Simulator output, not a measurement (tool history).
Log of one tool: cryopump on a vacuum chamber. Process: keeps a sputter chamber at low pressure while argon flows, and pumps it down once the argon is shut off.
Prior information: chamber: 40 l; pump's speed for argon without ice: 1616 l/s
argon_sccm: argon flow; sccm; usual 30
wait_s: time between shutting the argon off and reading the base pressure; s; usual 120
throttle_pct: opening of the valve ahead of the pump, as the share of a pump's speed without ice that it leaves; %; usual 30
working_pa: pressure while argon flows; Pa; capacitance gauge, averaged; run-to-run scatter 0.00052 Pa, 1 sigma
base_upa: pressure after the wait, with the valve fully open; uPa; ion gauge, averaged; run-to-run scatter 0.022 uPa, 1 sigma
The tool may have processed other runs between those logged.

{"run": 1, "hour": 0.0, "argon_sccm": 30, "wait_s": 120, "throttle_pct": 30, "working_pa": 0.1058, "base_upa": 0.84}
{"run": 2, "hour": 51.0, "argon_sccm": 30, "wait_s": 120, "throttle_pct": 48, "working_pa": 0.0665, "base_upa": 0.85}
{"run": 3, "hour": 91.0, "argon_sccm": 21, "wait_s": 120, "throttle_pct": 30, "working_pa": 0.074, "base_upa": 0.88}
{"run": 4, "hour": 151.6, "argon_sccm": 21, "wait_s": 120, "throttle_pct": 30, "working_pa": 0.0737, "base_upa": 0.87}
{"run": 5, "hour": 180.3, "argon_sccm": 22, "wait_s": 120, "throttle_pct": 30, "working_pa": 0.0772, "base_upa": 0.91}
{"run": 6, "hour": 208.8, "argon_sccm": 22, "wait_s": 120, "throttle_pct": 30, "working_pa": 0.0771, "base_upa": 0.89}
{"run": 7, "hour": 238.4, "argon_sccm": 22, "wait_s": 120, "throttle_pct": 30, "working_pa": 0.0772, "base_upa": 0.93}
{"run": 8, "hour": 264.7, "argon_sccm": 22, "wait_s": 120, "throttle_pct": 30, "working_pa": 0.0776, "base_upa": 0.97}
{"run": 9, "hour": 302.0, "argon_sccm": 22, "wait_s": 120, "throttle_pct": 30, "working_pa": 0.0773, "base_upa": 0.98}
{"run": 10, "hour": 339.3, "argon_sccm": 22, "wait_s": 120, "throttle_pct": 30, "working_pa": 0.0785, "base_upa": 0.98}
{"run": 11, "hour": 370.2, "argon_sccm": 22, "wait_s": 120, "throttle_pct": 30, "working_pa": 0.0789, "base_upa": 0.98}
{"run": 12, "hour": 416.0, "argon_sccm": 19, "wait_s": 35, "throttle_pct": 54, "working_pa": 0.0371, "base_upa": 2.17}
{"run": 13, "hour": 454.1, "argon_sccm": 19, "wait_s": 35, "throttle_pct": 54, "working_pa": 0.0383, "base_upa": 2.26}
{"run": 14, "hour": 508.2, "argon_sccm": 19, "wait_s": 21, "throttle_pct": 54, "working_pa": 0.0386, "base_upa": 3.4}
{"run": 15, "hour": 556.4, "argon_sccm": 40, "wait_s": 214, "throttle_pct": 17, "working_pa": 0.2497, "base_upa": 0.9}
{"run": 16, "hour": 584.7, "argon_sccm": 47, "wait_s": 32, "throttle_pct": 35, "working_pa": 0.1436, "base_upa": 2.44}
{"run": 17, "hour": 634.4, "argon_sccm": 21, "wait_s": 56, "throttle_pct": 19, "working_pa": 0.1182, "base_upa": 1.7}
{"run": 18, "hour": 684.1, "argon_sccm": 53, "wait_s": 63, "throttle_pct": 35, "working_pa": 0.1613, "base_upa": 1.68}
{"run": 19, "hour": 723.6, "argon_sccm": 53, "wait_s": 38, "throttle_pct": 35, "working_pa": 0.1635, "base_upa": 2.23}
{"run": 20, "hour": 781.6, "argon_sccm": 17, "wait_s": 41, "throttle_pct": 31, "working_pa": 0.0586, "base_upa": 2.18}
{"run": 21, "hour": 815.3, "argon_sccm": 17, "wait_s": 41, "throttle_pct": 31, "working_pa": 0.0591, "base_upa": 2.22}

Branching from run 21: 3 alternative next runs. What would each branch give?
{"run": "A", "hour": 875.4, "argon_sccm": 28, "wait_s": 30, "throttle_pct": 19, "working_pa": "?", "base_upa": "?"}
{"run": "B", "hour": 875.4, "argon_sccm": 17, "wait_s": 130, "throttle_pct": 31, "working_pa": "?", "base_upa": "?"}
{"run": "C", "hour": 875.4, "argon_sccm": 17, "wait_s": 118, "throttle_pct": 31, "working_pa": "?", "base_upa": "?"}

run=A working_pa=0.1566 base_upa=2.73
run=B working_pa=0.0595 base_upa=1.26
run=C working_pa=0.0595 base_upa=1.28
Stripped of hidden state, with their random variation kept, the same runs would have yielded:
run=A working_pa=0.1535 base_upa=2.12
run=B working_pa=0.0576 base_upa=0.64
run=C working_pa=0.0576 base_upa=0.67
